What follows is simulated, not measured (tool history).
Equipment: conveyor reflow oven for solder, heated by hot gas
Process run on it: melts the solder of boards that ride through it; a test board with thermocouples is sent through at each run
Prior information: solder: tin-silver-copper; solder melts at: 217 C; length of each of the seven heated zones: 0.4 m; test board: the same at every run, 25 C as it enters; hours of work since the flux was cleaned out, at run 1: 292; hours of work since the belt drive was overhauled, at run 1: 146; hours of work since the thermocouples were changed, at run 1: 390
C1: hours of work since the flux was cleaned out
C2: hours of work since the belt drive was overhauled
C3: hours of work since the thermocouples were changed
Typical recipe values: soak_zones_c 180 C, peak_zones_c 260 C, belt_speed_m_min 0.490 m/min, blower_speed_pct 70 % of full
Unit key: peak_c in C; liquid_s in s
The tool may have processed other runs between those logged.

{"run": 1, "hour": 0.0, "soak_zones_c": 180, "peak_zones_c": 260, "belt_speed_m_min": 0.49, "blower_speed_pct": 70, "C1": 292, "C2": 146, "C3": 390, "peak_c": 245.3, "liquid_s": 69.6}
{"run": 2, "hour": 6.7, "soak_zones_c": 180, "peak_zones_c": 260, "belt_speed_m_min": 0.517, "blower_speed_pct": 70, "C1": 296, "C2": 149, "C3": 394, "peak_c": 243.3, "liquid_s": 63.0}
{"run": 3, "hour": 12.0, "soak_zones_c": 180, "peak_zones_c": 260, "belt_speed_m_min": 0.49, "blower_speed_pct": 70, "C1": 299, "C2": 152, "C3": 396, "peak_c": 245.6, "liquid_s": 69.0}
{"run": 4, "hour": 21.1, "soak_zones_c": 180, "peak_zones_c": 260, "belt_speed_m_min": 0.49, "blower_speed_pct": 70, "C1": 304, "C2": 157, "C3": 401, "peak_c": 245.3, "liquid_s": 69.0}
{"run": 5, "hour": 32.2, "soak_zones_c": 180, "peak_zones_c": 260, "belt_speed_m_min": 0.49, "blower_speed_pct": 70, "C1": 310, "C2": 163, "C3": 407, "peak_c": 245.3, "liquid_s": 69.1}
{"run": 6, "hour": 41.7, "soak_zones_c": 180, "peak_zones_c": 260, "belt_speed_m_min": 0.49, "blower_speed_pct": 70, "C1": 315, "C2": 168, "C3": 413, "peak_c": 244.9, "liquid_s": 68.6}
{"run": 7, "hour": 49.4, "soak_zones_c": 180, "peak_zones_c": 260, "belt_speed_m_min": 0.49, "blower_speed_pct": 70, "C1": 319, "C2": 173, "C3": 417, "peak_c": 244.7, "liquid_s": 68.9}
{"run": 8, "hour": 60.0, "soak_zones_c": 180, "peak_zones_c": 260, "belt_speed_m_min": 0.49, "blower_speed_pct": 70, "C1": 325, "C2": 178, "C3": 423, "peak_c": 245.1, "liquid_s": 68.6}
{"run": 9, "hour": 71.2, "soak_zones_c": 180, "peak_zones_c": 260, "belt_speed_m_min": 0.49, "blower_speed_pct": 70, "C1": 331, "C2": 184, "C3": 429, "peak_c": 244.8, "liquid_s": 68.6}
{"run": 10, "hour": 77.1, "soak_zones_c": 180, "peak_zones_c": 260, "belt_speed_m_min": 0.49, "blower_speed_pct": 70, "C1": 334, "C2": 188, "C3": 432, "peak_c": 245.0, "liquid_s": 69.1}
{"run": 11, "hour": 82.7, "soak_zones_c": 180, "peak_zones_c": 260, "belt_speed_m_min": 0.49, "blower_speed_pct": 70, "C1": 337, "C2": 191, "C3": 435, "peak_c": 244.8, "liquid_s": 68.5}
{"run": 12, "hour": 92.1, "soak_zones_c": 180, "peak_zones_c": 260, "belt_speed_m_min": 0.49, "blower_speed_pct": 70, "C1": 342, "C2": 196, "C3": 440, "peak_c": 244.8, "liquid_s": 68.9}
{"hour": 99.5, "done": "flux residue cleaned out of gas plates and filters"}
{"run": 13, "hour": 108.4, "soak_zones_c": 180, "peak_zones_c": 266, "belt_speed_m_min": 0.49, "blower_speed_pct": 70, "C1": 5, "C2": 202, "C3": 446, "peak_c": 249.0, "liquid_s": 72.4}
{"run": 14, "hour": 116.7, "soak_zones_c": 180, "peak_zones_c": 266, "belt_speed_m_min": 0.49, "blower_speed_pct": 70, "C1": 9, "C2": 206, "C3": 451, "peak_c": 248.9, "liquid_s": 72.3}
{"run": 15, "hour": 122.8, "soak_zones_c": 180, "peak_zones_c": 266, "belt_speed_m_min": 0.49, "blower_speed_pct": 70, "C1": 13, "C2": 210, "C3": 454, "peak_c": 248.5, "liquid_s": 72.4}
{"run": 16, "hour": 130.0, "soak_zones_c": 180, "peak_zones_c": 266, "belt_speed_m_min": 0.49, "blower_speed_pct": 70, "C1": 17, "C2": 214, "C3": 458, "peak_c": 249.1, "liquid_s": 72.5}
{"hour": 141.0, "done": "flux residue cleaned out of gas plates and filters, once more"}
{"run": 17, "hour": 143.7, "soak_zones_c": 192, "peak_zones_c": 249, "belt_speed_m_min": 0.543, "blower_speed_pct": 54, "C1": 1, "C2": 218, "C3": 463, "peak_c": 233.8, "liquid_s": 52.8}
{"run": 18, "hour": 152.6, "soak_zones_c": 192, "peak_zones_c": 249, "belt_speed_m_min": 0.543, "blower_speed_pct": 54, "C1": 6, "C2": 223, "C3": 468, "peak_c": 233.9, "liquid_s": 53.1}
{"run": 19, "hour": 163.8, "soak_zones_c": 180, "peak_zones_c": 260, "belt_speed_m_min": 0.5, "blower_speed_pct": 62, "C1": 12, "C2": 229, "C3": 474, "peak_c": 244.4, "liquid_s": 66.5}
{"run": 20, "hour": 169.4, "soak_zones_c": 180, "peak_zones_c": 255, "belt_speed_m_min": 0.5, "blower_speed_pct": 64, "C1": 15, "C2": 232, "C3": 477, "peak_c": 240.5, "liquid_s": 62.5}
{"run": 21, "hour": 180.5, "soak_zones_c": 180, "peak_zones_c": 261, "belt_speed_m_min": 0.588, "blower_speed_pct": 64, "C1": 22, "C2": 238, "C3": 483, "peak_c": 240.9, "liquid_s": 50.8}
{"run": 22, "hour": 190.7, "soak_zones_c": 173, "peak_zones_c": 258, "belt_speed_m_min": 0.453, "blower_speed_pct": 65, "C1": 27, "C2": 244, "C3": 488, "peak_c": 244.9, "liquid_s": 72.0}
{"run": 23, "hour": 196.4, "soak_zones_c": 173, "peak_zones_c": 258, "belt_speed_m_min": 0.453, "blower_speed_pct": 65, "C1": 30, "C2": 247, "C3": 491, "peak_c": 245.1, "liquid_s": 72.2}
{"run": 24, "hour": 205.5, "soak_zones_c": 189, "peak_zones_c": 264, "belt_speed_m_min": 0.404, "blower_speed_pct": 56, "C1": 35, "C2": 252, "C3": 496, "peak_c": 253.7, "liquid_s": 101.5}
{"run": 25, "hour": 214.6, "soak_zones_c": 189, "peak_zones_c": 264, "belt_speed_m_min": 0.404, "blower_speed_pct": 56, "C1": 40, "C2": 257, "C3": 501, "peak_c": 253.6, "liquid_s": 102.0}
{"run": 26, "hour": 220.3, "soak_zones_c": 189, "peak_zones_c": 264, "belt_speed_m_min": 0.404, "blower_speed_pct": 56, "C1": 43, "C2": 260, "C3": 504, "peak_c": 254.2, "liquid_s": 102.3}
{"run": 27, "hour": 227.6, "soak_zones_c": 166, "peak_zones_c": 255, "belt_speed_m_min": 0.475, "blower_speed_pct": 61, "C1": 47, "C2": 264, "C3": 508, "peak_c": 238.6, "liquid_s": 56.9}
{"run": 28, "hour": 234.8, "soak_zones_c": 166, "peak_zones_c": 255, "belt_speed_m_min": 0.475, "blower_speed_pct": 61, "C1": 51, "C2": 268, "C3": 512, "peak_c": 238.5, "liquid_s": 56.1}
{"run": 29, "hour": 242.0, "soak_zones_c": 193, "peak_zones_c": 261, "belt_speed_m_min": 0.49, "blower_speed_pct": 60, "C1": 55, "C2": 272, "C3": 516, "peak_c": 248.0, "liquid_s": 80.2}
{"run": 30, "hour": 253.9, "soak_zones_c": 193, "peak_zones_c": 261, "belt_speed_m_min": 0.49, "blower_speed_pct": 60, "C1": 61, "C2": 278, "C3": 523, "peak_c": 247.7, "liquid_s": 79.8}
{"run": 31, "hour": 260.0, "soak_zones_c": 193, "peak_zones_c": 261, "belt_speed_m_min": 0.49, "blower_speed_pct": 60, "C1": 65, "C2": 282, "C3": 526, "peak_c": 247.6, "liquid_s": 79.5}
{"run": 32, "hour": 269.6, "soak_zones_c": 167, "peak_zones_c": 259, "belt_speed_m_min": 0.518, "blower_speed_pct": 53, "C1": 70, "C2": 287, "C3": 531, "peak_c": 237.8, "liquid_s": 48.3}

Table of differences, measured result less the result of that run with no hidden state. Run-to-run variation is the same in both. Gauge scatter possibly is not:
Unlogged tool condition in this case: heat that the gas passes to the board, % of a clean oven's; belt's true speed, % of the reading; true gas temperature in zones 6 and 7 over the reading, C; drift of the gauge itself on peak_c, C; drift of the gauge itself on liquid_s, %.
run=1 peak_c=-2.1 liquid_s=-2.9
run=2 peak_c=-2.2 liquid_s=-3.0
run=3 peak_c=-2.1 liquid_s=-2.9
run=4 peak_c=-2.2 liquid_s=-2.9
run=5 peak_c=-2.2 liquid_s=-3.1
run=6 peak_c=-2.2 liquid_s=-3.1
run=7 peak_c=-2.3 liquid_s=-3.2
run=8 peak_c=-2.3 liquid_s=-3.1
run=9 peak_c=-2.3 liquid_s=-3.2
run=10 peak_c=-2.3 liquid_s=-3.3
run=11 peak_c=-2.3 liquid_s=-3.3
run=12 peak_c=-2.5 liquid_s=-3.3
run=13 peak_c=-3.6 liquid_s=-4.4
run=14 peak_c=-3.6 liquid_s=-4.4
run=15 peak_c=-3.6 liquid_s=-4.4
run=16 peak_c=-3.6 liquid_s=-4.4
run=17 peak_c=-0.7 liquid_s=-1.0
run=18 peak_c=-0.7 liquid_s=-1.0
run=19 peak_c=-0.8 liquid_s=-0.7
run=20 peak_c=-0.8 liquid_s=-0.9
run=21 peak_c=-0.9 liquid_s=-0.9
run=22 peak_c=-0.9 liquid_s=-1.0
run=23 peak_c=-1.0 liquid_s=-1.0
run=24 peak_c=-0.9 liquid_s=-0.6
run=25 peak_c=-0.9 liquid_s=-0.6
run=26 peak_c=-0.9 liquid_s=-0.6
run=27 peak_c=-1.1 liquid_s=-1.4
run=28 peak_c=-1.1 liquid_s=-1.5
run=29 peak_c=-1.0 liquid_s=-0.8
run=30 peak_c=-1.1 liquid_s=-0.9
run=31 peak_c=-1.0 liquid_s=-0.9
run=32 peak_c=-1.1 liquid_s=-1.6

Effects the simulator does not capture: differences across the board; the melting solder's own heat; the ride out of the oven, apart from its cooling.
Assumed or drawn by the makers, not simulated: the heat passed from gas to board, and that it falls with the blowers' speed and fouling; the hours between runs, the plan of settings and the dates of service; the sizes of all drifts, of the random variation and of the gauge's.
